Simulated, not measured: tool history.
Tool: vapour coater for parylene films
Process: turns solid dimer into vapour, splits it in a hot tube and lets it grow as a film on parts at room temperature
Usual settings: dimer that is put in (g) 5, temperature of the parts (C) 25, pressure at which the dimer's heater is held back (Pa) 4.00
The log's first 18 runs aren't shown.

| run | day | dimer that is put in (g) | temperature of the parts (C) | pressure at which the dimer's heater is held back (Pa) | thickness of the film (um) |
|---|---|---|---|---|---|
| 19 | 25.096 | 5 | 25 | 9.83 | 2.64 |
| 20 | 26.629 | 5 | 25 | 9.83 | 2.65 |
| 21 | 27.696 | 5 | 25 | 9.83 | 2.66 |
| 22 | 28.925 | 5 | 25 | 9.83 | 2.60 |
| 23 | 29.883 | 5 | 25 | 9.83 | 2.68 |
| 24 | 31.888 | 4 | 25 | 4.00 | 2.27 |
| 25 | 32.758 | 4 | 18 | 4.00 | 2.96 |
|  | 33.388 | trap's valve overhauled |
| 26 | 34.762 | 3 | 33 | 5.58 | 1.14 |
| 27 | 36.246 | 7 | 24 | 3.23 | 4.27 |
| 28 | 38.288 | 5 | 25 | 9.53 | 2.66 |
| 29 | 39.400 | 5 | 25 | 9.53 | 2.63 |
| 30 | 41.158 | 4 | 20 | 7.02 | 2.79 |
| 31 | 42.175 | 5 | 25 | 2.21 | 2.99 |
| 32 | 43.238 | 5 | 25 | 2.21 | 2.93 |
| 33 | 45.204 | 5 | 25 | 2.21 | 2.98 |
| 34 | 46.200 | 7 | 27 | 2.91 | 3.74 |
| 35 | 47.729 | 7 | 27 | 2.91 | 3.75 |
| 36 | 49.267 | 7 | 17 | 2.18 | 5.24 |
| 37 | 50.738 | 2 | 25 | 8.60 | 1.09 |
| 38 | 51.796 | 6 | 22 | 10.00 | 3.69 |
| 39 | 52.979 | 6 | 30 | 5.11 | 2.62 |
| 40 | 54.171 | 3 | 25 | 2.22 | 1.80 |
| 41 | 56.179 | 9 | 25 | 10.15 | 4.77 |
| 42 | 57.504 | 9 | 25 | 10.15 | 4.77 |
| 43 | 59.571 | 4 | 25 | 7.57 | 2.16 |

Forecast run 44:
| 44 | 61.408 | 5 | 29 | 9.51 | ? |

thickness of the film (um): 2.22
Without the tool's hidden state the same run would have given thickness of the film (um) 2.23.

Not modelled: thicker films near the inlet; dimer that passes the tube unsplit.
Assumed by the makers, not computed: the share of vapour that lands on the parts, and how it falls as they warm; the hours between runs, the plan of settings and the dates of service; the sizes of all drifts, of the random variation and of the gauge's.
